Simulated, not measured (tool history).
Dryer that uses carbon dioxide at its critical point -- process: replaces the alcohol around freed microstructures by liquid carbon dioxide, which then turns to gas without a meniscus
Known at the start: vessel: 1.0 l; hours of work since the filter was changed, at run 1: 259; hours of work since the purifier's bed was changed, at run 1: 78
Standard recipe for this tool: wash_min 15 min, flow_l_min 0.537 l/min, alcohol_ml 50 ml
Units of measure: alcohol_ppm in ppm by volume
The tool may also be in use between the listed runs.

| run | hour | wash_min | flow_l_min | alcohol_ml | hours of work since the filter was changed | hours of work since the purifier's bed was changed | alcohol_ppm |
|---|---|---|---|---|---|---|---|
| 1 | 0.0 | 15 | 0.537 | 50 | 259 | 78 | 57 |
| 2 | 38.9 | 15 | 0.537 | 50 | 289 | 107 | 64 |
| 3 | 66.5 | 15 | 0.537 | 50 | 310 | 128 | 70 |
| 4 | 95.6 | 15 | 0.365 | 50 | 332 | 150 | 404 |
| 5 | 137.4 | 15 | 0.537 | 50 | 363 | 181 | 78 |
| 6 | 172.7 | 15 | 0.537 | 50 | 390 | 208 | 83 |
| 7 | 199.1 | 15 | 0.635 | 50 | 410 | 228 | 59 |
| 8 | 223.2 | 15 | 0.635 | 50 | 428 | 246 | 54 |
| 9 | 251.2 | 15 | 0.635 | 50 | 449 | 267 | 73 |
| 10 | 287.7 | 15 | 0.635 | 50 | 477 | 295 | 69 |
| 11 | 316.5 | 15 | 0.537 | 28 | 498 | 317 | 102 |
| 12 | 341.3 | 15 | 0.537 | 28 | 517 | 335 | 89 |
|  | 353.1 | inlet filter changed |
| 13 | 361.6 | 15 | 0.537 | 28 | 6 | 350 | 85 |
| 14 | 379.1 | 15 | 0.537 | 28 | 20 | 363 | 84 |
| 15 | 415.2 | 15 | 0.537 | 28 | 47 | 390 | 89 |
| 16 | 439.3 | 15 | 0.537 | 28 | 65 | 409 | 99 |
| 17 | 464.7 | 21 | 0.773 | 67 | 84 | 428 | 84 |
| 18 | 486.5 | 21 | 0.773 | 67 | 101 | 444 | 79 |
| 19 | 514.9 | 15 | 0.562 | 84 | 122 | 466 | 129 |
| 20 | 549.0 | 13 | 0.591 | 50 | 148 | 491 | 159 |
| 21 | 574.0 | 13 | 0.591 | 50 | 167 | 510 | 157 |
| 22 | 595.6 | 15 | 0.537 | 27 | 183 | 527 | 130 |
| 23 | 622.0 | 15 | 0.537 | 27 | 203 | 546 | 126 |
| 24 | 648.8 | 15 | 0.537 | 27 | 223 | 567 | 138 |
| 25 | 690.8 | 15 | 0.537 | 27 | 255 | 599 | 132 |
| 26 | 719.4 | 15 | 0.537 | 51 | 277 | 620 | 160 |
| 27 | 741.3 | 13 | 0.322 | 45 | 293 | 637 | 1191 |
| 28 | 779.9 | 13 | 0.322 | 45 | 322 | 666 | 1222 |
| 29 | 806.4 | 23 | 0.322 | 45 | 342 | 686 | 182 |
| 30 | 828.8 | 23 | 0.386 | 65 | 359 | 703 | 161 |
| 31 | 856.2 | 15 | 0.537 | 118 | 380 | 723 | 246 |

Below are 5 alternative next runs, each starting from the tool's condition after run 31. Predict each:
| A | 887.1 | 16 | 0.537 | 50 | 403 | 747 | ? |
| B | 887.1 | 15 | 0.365 | 69 | 403 | 747 | ? |
| C | 887.1 | 15 | 0.427 | 35 | 403 | 747 | ? |
| D | 887.1 | 15 | 0.368 | 42 | 403 | 747 | ? |
| E | 887.1 | 14 | 0.505 | 23 | 403 | 747 | ? |

| run | alcohol_ppm |
|---|---|
| A | 169 |
| B | 679 |
| C | 265 |
| D | 465 |
| E | 183 |
With no hidden state in the tool, these same runs would have given:
| run | alcohol_ppm |
|---|---|
| A | 23 |
| B | 425 |
| C | 93 |
| D | 255 |
| E | 36 |
